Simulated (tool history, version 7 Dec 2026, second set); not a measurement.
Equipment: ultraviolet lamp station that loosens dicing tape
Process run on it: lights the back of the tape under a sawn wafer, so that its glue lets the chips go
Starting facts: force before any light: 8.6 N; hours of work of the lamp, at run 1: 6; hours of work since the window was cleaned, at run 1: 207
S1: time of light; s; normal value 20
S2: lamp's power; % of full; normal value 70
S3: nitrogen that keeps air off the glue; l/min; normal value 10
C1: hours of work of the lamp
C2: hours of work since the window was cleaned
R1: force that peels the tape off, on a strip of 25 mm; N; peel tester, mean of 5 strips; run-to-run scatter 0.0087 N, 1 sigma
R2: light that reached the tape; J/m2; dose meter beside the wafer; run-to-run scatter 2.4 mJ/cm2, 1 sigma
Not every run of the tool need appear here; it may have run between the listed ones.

run    hour  S1  S2  S3    C1   C2     R1    R2
  1     0.0  20  70  10     6  207  0.478  2320
       25.2  -- window cleaned of glue's vapour
  2    66.2  20  70  10    46   25  0.615  2060
  3   109.3  20  70  10    73   52  0.620  1980
  4   148.1  20  70  10    96   76  0.678  1960
  5   202.8  20  70  10   130  109  0.725  1870
  6   255.5  20  70  10   162  141  0.808  1790
  7   324.4  20  70  10   205  184  0.915  1650
      387.3  -- window cleaned of glue's vapour
  8   395.2  20  70  10   248    5  0.433  2400
      452.0  -- window cleaned of glue's vapour, once more
  9   474.1  20  70  10   296   14  0.474  2340
 10   539.8  20  70  10   336   54  0.508  2290
 11   588.0  20  70   8   366   84  0.624  2200
 12   637.2  20  70   8   396  114  0.678  2090
 13   687.2  20  70  10   427  144  0.599  2020
 14   758.6  20  70  10   471  188  0.685  1900
 15   802.6  20  70  10   498  215  0.736  1860
      818.8  -- window cleaned of glue's vapour
 16   882.3  35  70  10   546   39  0.254  3630
 17   916.0  35  70  10   567   60  0.249  3520
 18   978.2  35  70  10   605   98  0.261  3330
 19  1013.0  20  70  10   627  119  0.710  1840
 20  1081.3  20  70  10   669  161  0.791  1780
 21  1128.7  20  70  10   698  190  0.869  1710
     1180.7  -- window cleaned of glue's vapour
 22  1182.0  20  70  10   730    1  0.692  1880
 23  1261.0  22  69  10   779   49  0.676  1970
 24  1296.2  40  94   7   800   71  0.228  4720
 25  1360.7  20  99   9   840  111  0.482  2390
 26  1404.3  13  99   6   867  137  1.600  1490
 27  1478.6  13  69  12   912  183  1.950   980
 28  1525.8  13  69  12   941  212  2.084   920
     1545.5  -- window cleaned of glue's vapour
 29  1593.5  14  69   4   983   29  2.852  1060
 30  1652.7  14  69   4  1019   66  2.988  1070
 31  1690.0  14  83  10  1042   89  1.538  1210
 32  1760.3  11  70   5  1085  132  3.699   760
     1774.6  -- lamp changed
 33  1809.7  23  65   9    22  162  0.432  2520
 34  1876.3  23  89   7    62  203  0.321  3300
     1908.8  -- window cleaned of glue's vapour
 35  1940.7  30  74   4   102   20  0.341  4010
 36  2019.0  30  74   4   150   68  0.354  3830
 37  2087.9  30  94   6   192  110  0.246  4600
 38  2154.5  19  71   4   233  151  1.096  2090
 39  2212.0  19  87  15   268  186  0.329  2450
 40  2269.1  40  77   8   303  221  0.233  4380
     2272.9  -- window cleaned of glue's vapour
 41  2343.6  20  67   5   349   43  0.922  2140
 42  2406.4  10  67  10   388   82  1.966  1020
 43  2484.0  10  67  10   435  130  2.163   960

Consider 3 possible next runs. They are alternatives, not a sequence: every one starts from the tool as it was left by run 43. What does each give?
  A  2533.1  20  70   9  465  160   ?   ?
  B  2533.1  10  88  10  465  160   ?   ?
  C  2533.1  12  70   7  465  160   ?   ?

run     R1    R2
  A  0.705  1900
  B  1.566  1200
  C  2.030  1160
Had the tool no hidden state, the same runs would have come out as:
run     R1    R2
  A  0.373  2680
  B  0.861  1690
  C  1.189  1630
